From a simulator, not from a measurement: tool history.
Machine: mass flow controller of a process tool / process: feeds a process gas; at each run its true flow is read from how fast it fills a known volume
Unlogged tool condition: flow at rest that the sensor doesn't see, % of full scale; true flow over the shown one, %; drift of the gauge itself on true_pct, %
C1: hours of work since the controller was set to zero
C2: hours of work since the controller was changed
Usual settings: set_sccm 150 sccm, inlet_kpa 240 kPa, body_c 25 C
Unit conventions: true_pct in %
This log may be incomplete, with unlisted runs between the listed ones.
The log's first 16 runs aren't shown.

{"run": 17, "day": 48.221, "set_sccm": 240, "inlet_kpa": 240, "body_c": 25, "C1": 788, "C2": 788, "true_pct": 99.21}
{"run": 18, "day": 50.962, "set_sccm": 240, "inlet_kpa": 240, "body_c": 25, "C1": 819, "C2": 819, "true_pct": 99.08}
{"run": 19, "day": 52.625, "set_sccm": 240, "inlet_kpa": 240, "body_c": 25, "C1": 837, "C2": 837, "true_pct": 99.06}
{"run": 20, "day": 55.171, "set_sccm": 240, "inlet_kpa": 240, "body_c": 25, "C1": 866, "C2": 866, "true_pct": 99.15}
{"run": 21, "day": 59.121, "set_sccm": 150, "inlet_kpa": 240, "body_c": 39, "C1": 910, "C2": 910, "true_pct": 99.49}
{"run": 22, "day": 61.621, "set_sccm": 150, "inlet_kpa": 152, "body_c": 25, "C1": 938, "C2": 938, "true_pct": 98.7}
{"run": 23, "day": 64.167, "set_sccm": 147, "inlet_kpa": 152, "body_c": 25, "C1": 966, "C2": 966, "true_pct": 98.66}
{"run": 24, "day": 67.304, "set_sccm": 137, "inlet_kpa": 169, "body_c": 30, "C1": 1001, "C2": 1001, "true_pct": 98.9}
{"run": 25, "day": 69.675, "set_sccm": 200, "inlet_kpa": 234, "body_c": 30, "C1": 1028, "C2": 1028, "true_pct": 99.1}
{"run": 26, "day": 72.079, "set_sccm": 200, "inlet_kpa": 234, "body_c": 30, "C1": 1055, "C2": 1055, "true_pct": 99.12}
{"run": 27, "day": 74.5, "set_sccm": 150, "inlet_kpa": 174, "body_c": 22, "C1": 1082, "C2": 1082, "true_pct": 98.59}
{"run": 28, "day": 78.529, "set_sccm": 150, "inlet_kpa": 182, "body_c": 35, "C1": 1127, "C2": 1127, "true_pct": 99.17}
{"run": 29, "day": 82.046, "set_sccm": 150, "inlet_kpa": 250, "body_c": 26, "C1": 1166, "C2": 1166, "true_pct": 98.68}
{"run": 30, "day": 84.925, "set_sccm": 214, "inlet_kpa": 255, "body_c": 25, "C1": 1198, "C2": 1198, "true_pct": 98.71}
{"run": 31, "day": 88.396, "set_sccm": 64, "inlet_kpa": 170, "body_c": 24, "C1": 1237, "C2": 1237, "true_pct": 98.39}
{"run": 32, "day": 90.296, "set_sccm": 64, "inlet_kpa": 170, "body_c": 24, "C1": 1258, "C2": 1258, "true_pct": 98.29}
{"run": 33, "day": 92.338, "set_sccm": 78, "inlet_kpa": 155, "body_c": 26, "C1": 1281, "C2": 1281, "true_pct": 98.4}
{"run": 34, "day": 94.208, "set_sccm": 150, "inlet_kpa": 270, "body_c": 21, "C1": 1302, "C2": 1302, "true_pct": 98.45}
{"run": 35, "day": 97.988, "set_sccm": 150, "inlet_kpa": 270, "body_c": 21, "C1": 1344, "C2": 1344, "true_pct": 98.61}
{"day": 99.729, "done": "gauge calibrated"}
{"run": 36, "day": 100.946, "set_sccm": 123, "inlet_kpa": 226, "body_c": 35, "C1": 1377, "C2": 1377, "true_pct": 99.56}
{"run": 37, "day": 104.792, "set_sccm": 123, "inlet_kpa": 226, "body_c": 35, "C1": 1420, "C2": 1420, "true_pct": 99.39}
{"run": 38, "day": 108.267, "set_sccm": 123, "inlet_kpa": 226, "body_c": 35, "C1": 1459, "C2": 1459, "true_pct": 99.57}

Branching from run 38: 5 alternative next runs. What would each branch give?
{"run": "A", "day": 110.592, "set_sccm": 108, "inlet_kpa": 157, "body_c": 22, "C1": 1485, "C2": 1485, "true_pct": "?"}
{"run": "B", "day": 110.592, "set_sccm": 123, "inlet_kpa": 253, "body_c": 23, "C1": 1485, "C2": 1485, "true_pct": "?"}
{"run": "C", "day": 110.592, "set_sccm": 150, "inlet_kpa": 180, "body_c": 25, "C1": 1485, "C2": 1485, "true_pct": "?"}
{"run": "D", "day": 110.592, "set_sccm": 194, "inlet_kpa": 207, "body_c": 39, "C1": 1485, "C2": 1485, "true_pct": "?"}
{"run": "E", "day": 110.592, "set_sccm": 275, "inlet_kpa": 164, "body_c": 28, "C1": 1485, "C2": 1485, "true_pct": "?"}

run=A true_pct=98.75
run=B true_pct=99.12
run=C true_pct=99.06
run=D true_pct=99.79
run=E true_pct=99.47
What these runs would have given with no unlogged condition in the tool:
run=A true_pct=98.83
run=B true_pct=99.2
run=C true_pct=99.14
run=D true_pct=99.87
run=E true_pct=99.54
